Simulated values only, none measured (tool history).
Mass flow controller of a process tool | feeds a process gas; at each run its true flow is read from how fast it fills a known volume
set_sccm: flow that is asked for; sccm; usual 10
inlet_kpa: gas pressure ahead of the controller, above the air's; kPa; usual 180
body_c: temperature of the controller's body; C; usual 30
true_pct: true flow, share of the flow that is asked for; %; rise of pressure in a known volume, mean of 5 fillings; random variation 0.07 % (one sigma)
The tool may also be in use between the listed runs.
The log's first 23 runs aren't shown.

run,hour,set_sccm,inlet_kpa,body_c,hours of work since the controller was set to zero,hours of work since the controller was changed,true_pct
# hour 2441.9: controller's zero set anew
24,2529.8,14,175,28,60,5602,95.19
25,2601.3,4,180,20,109,5651,88.57
26,2742.4,8,194,20,206,5747,91.96
27,2870.2,8,194,20,293,5835,92.08
28,2977.3,2,253,25,367,5908,81.93
# hour 3074.5: controller's zero set anew, once more
29,3080.4,5,187,30,4,5979,95.68
30,3231.9,5,204,29,108,6082,95.38
31,3399.3,2,154,33,222,6197,95.21
32,3534.4,2,154,33,315,6290,95.07
33,3673.2,2,154,33,410,6385,94.90
34,3844.3,2,149,33,527,6502,94.64
35,3968.1,2,149,33,612,6587,94.43
36,4086.6,3,180,30,693,6668,94.35
37,4175.9,3,180,30,754,6729,94.28

Run 38 comes next. What will it give?
38,4299.7,5,162,24,839,6814,?

{"run 38": {"true_pct": 94.39}}
Take away the tool's hidden state, keep the run-to-run variation as it was, and the same run would have given true_pct 98.13 %.
